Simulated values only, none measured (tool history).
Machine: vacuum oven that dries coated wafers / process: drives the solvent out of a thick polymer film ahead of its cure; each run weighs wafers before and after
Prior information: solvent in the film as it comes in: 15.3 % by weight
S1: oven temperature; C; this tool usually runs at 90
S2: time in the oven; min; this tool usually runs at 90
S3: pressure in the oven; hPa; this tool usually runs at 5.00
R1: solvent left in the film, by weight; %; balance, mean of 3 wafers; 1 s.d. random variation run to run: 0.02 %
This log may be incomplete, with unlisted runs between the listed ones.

| run | hour | S1 | S2 | S3 | R1 |
|---|---|---|---|---|---|
| 1 | 0.0 | 90 | 90 | 5.00 | 0.74 |
| 2 | 29.0 | 90 | 127 | 5.00 | 0.43 |
| 3 | 59.6 | 90 | 90 | 2.74 | 0.67 |
| 4 | 91.3 | 90 | 90 | 2.74 | 0.63 |
| 5 | 118.5 | 90 | 90 | 2.74 | 0.64 |
| 6 | 132.1 | 104 | 90 | 5.00 | 0.16 |
| 7 | 157.9 | 104 | 90 | 5.00 | 0.20 |
| 8 | 180.3 | 104 | 90 | 5.00 | 0.19 |
| 9 | 194.7 | 104 | 90 | 5.00 | 0.16 |
| 10 | 223.6 | 101 | 90 | 5.00 | 0.23 |
| 11 | 252.9 | 101 | 90 | 5.00 | 0.25 |
| 12 | 275.8 | 101 | 90 | 5.00 | 0.23 |
| 13 | 304.6 | 101 | 90 | 5.00 | 0.20 |
| 14 | 326.1 | 101 | 90 | 5.00 | 0.22 |
| 15 | 342.7 | 90 | 90 | 5.00 | 0.81 |
| 16 | 362.0 | 90 | 90 | 5.00 | 0.81 |
|  | 366.3 | oven's thermocouples calibrated |
| 17 | 389.2 | 90 | 90 | 5.00 | 0.86 |
| 18 | 421.4 | 90 | 90 | 5.00 | 0.85 |
| 19 | 447.7 | 90 | 90 | 5.00 | 0.92 |
| 20 | 466.8 | 94 | 89 | 3.49 | 0.47 |
| 21 | 482.8 | 94 | 89 | 3.49 | 0.47 |
| 22 | 514.7 | 78 | 80 | 12.10 | 4.34 |
| 23 | 537.6 | 75 | 47 | 13.34 | 7.55 |
|  | 542.0 | oven's thermocouples calibrated, once more |
| 24 | 562.5 | 75 | 125 | 13.34 | 3.11 |
| 25 | 594.2 | 100 | 97 | 3.22 | 0.18 |
| 26 | 628.0 | 100 | 72 | 7.70 | 0.41 |
| 27 | 660.9 | 100 | 72 | 7.70 | 0.41 |
| 28 | 685.8 | 100 | 72 | 7.70 | 0.40 |
| 29 | 708.0 | 100 | 72 | 15.50 | 0.66 |
| 30 | 734.1 | 88 | 72 | 12.81 | 1.83 |
| 31 | 761.0 | 99 | 90 | 4.68 | 0.21 |
| 32 | 783.2 | 76 | 90 | 5.00 | 3.52 |
| 33 | 804.4 | 76 | 90 | 5.00 | 3.55 |
| 34 | 835.6 | 76 | 90 | 5.00 | 3.57 |
| 35 | 853.4 | 91 | 90 | 5.00 | 0.64 |
| 36 | 886.3 | 91 | 90 | 5.00 | 0.62 |
| 37 | 911.5 | 91 | 76 | 13.86 | 1.33 |
| 38 | 944.9 | 79 | 102 | 5.17 | 2.31 |

Below are 4 alternative next runs, each starting from the tool's condition after run 38. Predict each:
| A | 974.6 | 79 | 102 | 16.34 | ? |
| B | 974.6 | 85 | 60 | 19.71 | ? |
| C | 974.6 | 78 | 55 | 3.83 | ? |
| D | 974.6 | 79 | 124 | 10.35 | ? |

| run | R1 |
|---|---|
| A | 3.06 |
| B | 3.54 |
| C | 4.97 |
| D | 2.10 |
Stripped of hidden state, with their random variation kept, the same runs would have yielded:
| run | R1 |
|---|---|
| A | 2.93 |
| B | 3.42 |
| C | 4.84 |
| D | 1.97 |
